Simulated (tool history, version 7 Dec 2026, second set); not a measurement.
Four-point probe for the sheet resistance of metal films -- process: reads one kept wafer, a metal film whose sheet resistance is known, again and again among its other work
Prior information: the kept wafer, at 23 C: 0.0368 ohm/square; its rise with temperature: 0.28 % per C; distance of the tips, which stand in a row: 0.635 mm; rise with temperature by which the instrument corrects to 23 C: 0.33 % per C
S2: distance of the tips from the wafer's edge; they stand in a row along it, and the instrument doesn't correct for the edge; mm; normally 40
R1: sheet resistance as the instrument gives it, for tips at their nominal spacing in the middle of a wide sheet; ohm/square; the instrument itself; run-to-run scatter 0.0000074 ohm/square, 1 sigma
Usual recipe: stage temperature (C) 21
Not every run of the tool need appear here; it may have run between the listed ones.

Run 1, hour 0: usual settings. Result: R1 0.036837 ohm/square.
Run 2, hour 21.1: usual settings. Result: R1 0.03684 ohm/square.
Run 3, hour 32.9: usual settings. Result: R1 0.036839 ohm/square.
Run 4, hour 46.4: usual settings. Result: R1 0.036848 ohm/square.
Run 5, hour 58.3: usual settings. Result: R1 0.036844 ohm/square.
Run 6, hour 72.3: usual settings. Result: R1 0.036838 ohm/square.
Run 7, hour 92.5: usual settings. Result: R1 0.036847 ohm/square.
Run 8, hour 106.6: usual settings. Result: R1 0.036835 ohm/square.
Run 9, hour 129.2: usual settings. Result: R1 0.036847 ohm/square.
Run 10, hour 147.2: usual settings. Result: R1 0.036859 ohm/square.
Run 11, hour 159.4: usual settings. Result: R1 0.036854 ohm/square.
Run 12, hour 171.1: usual settings. Result: R1 0.036842 ohm/square.
Run 13, hour 191.9: usual settings but stage temperature (C) 26. Result: R1 0.036758 ohm/square.
Run 14, hour 205.2: usual settings but stage temperature (C) 26. Result: R1 0.036755 ohm/square.
Run 15, hour 220.9: usual settings but stage temperature (C) 26. Result: R1 0.036761 ohm/square.
Run 16, hour 235.2: usual settings but stage temperature (C) 22. Result: R1 0.036841 ohm/square.
Run 17, hour 255.9: usual settings but stage temperature (C) 22. Result: R1 0.036829 ohm/square.
Run 18, hour 277.2: usual settings. Result: R1 0.036838 ohm/square.
Run 19, hour 289.8: usual settings. Result: R1 0.036834 ohm/square.
Run 20, hour 300.5: usual settings. Result: R1 0.036848 ohm/square.
Run 21, hour 321: usual settings. Result: R1 0.036848 ohm/square.
Run 22, hour 335.6: usual settings. Result: R1 0.036842 ohm/square.
Run 23, hour 355.5: usual settings but stage temperature (C) 29. Result: R1 0.036704 ohm/square.
Run 24, hour 374.7: usual settings but stage temperature (C) 23, S2 3 mm. Result: R1 0.037667 ohm/square.
Run 25, hour 396.6: usual settings but stage temperature (C) 31, S2 16 mm. Result: R1 0.036693 ohm/square.
Run 26, hour 412.8: usual settings but stage temperature (C) 19, S2 25 mm. Result: R1 0.036875 ohm/square.
Run 27, hour 425.3: usual settings but stage temperature (C) 19, S2 25 mm. Result: R1 0.036904 ohm/square.
Run 28, hour 442.3: usual settings but stage temperature (C) 19, S2 25 mm. Result: R1 0.03688 ohm/square.
Run 29, hour 465.1: usual settings but stage temperature (C) 18, S2 8 mm. Result: R1 0.03703 ohm/square.
Run 30, hour 484: usual settings but stage temperature (C) 34, S2 6 mm. Result: R1 0.036828 ohm/square.
Run 31, hour 496.2: usual settings but stage temperature (C) 31. Result: R1 0.03666 ohm/square.
Run 32, hour 510.6: usual settings but stage temperature (C) 31. Result: R1 0.036659 ohm/square.
Run 33, hour 525.7: usual settings but stage temperature (C) 31. Result: R1 0.036675 ohm/square.
Run 34, hour 549.2: usual settings but stage temperature (C) 28, S2 27 mm. Result: R1 0.036733 ohm/square.
Run 35, hour 560: usual settings but stage temperature (C) 34, S2 5 mm. Result: R1 0.036914 ohm/square.
Run 36, hour 582.9: usual settings but stage temperature (C) 34, S2 5 mm. Result: R1 0.036921 ohm/square.
Run 37, hour 597: usual settings but stage temperature (C) 34, S2 5 mm. Result: R1 0.036909 ohm/square.
Run 38, hour 610.6: usual settings but stage temperature (C) 34, S2 5 mm. Result: R1 0.036919 ohm/square.
Run 39, hour 627.3: usual settings but stage temperature (C) 34, S2 5 mm. Result: R1 0.03693 ohm/square.
Run 40, hour 638.7: usual settings but S2 12 mm. Result: R1 0.036889 ohm/square.
Run 41, hour 648.4: usual settings but S2 12 mm. Result: R1 0.036889 ohm/square.
Run 42, hour 660.3: usual settings but S2 12 mm. Result: R1 0.036897 ohm/square.
Run 43, hour 676.4: usual settings but stage temperature (C) 35, S2 5 mm. Result: R1 0.036908 ohm/square.
Run 44, hour 696.2: usual settings but stage temperature (C) 35, S2 5 mm. Result: R1 0.036904 ohm/square.

Forecast each of these 3 alternatives for the next run:
Run A, hour 714.2: usual settings but stage temperature (C) 22, S2 5 mm. Result: R1 ?.
Run B, hour 714.2: usual settings but stage temperature (C) 19, S2 20 mm. Result: R1 ?.
Run C, hour 714.2: usual settings but stage temperature (C) 35, S2 54 mm. Result: R1 ?.

run        R1
  A  0.037126
  B  0.036909
  C  0.036587
With no hidden state in the tool, these same runs would have given:
run        R1
  A  0.037123
  B  0.036906
  C  0.036583
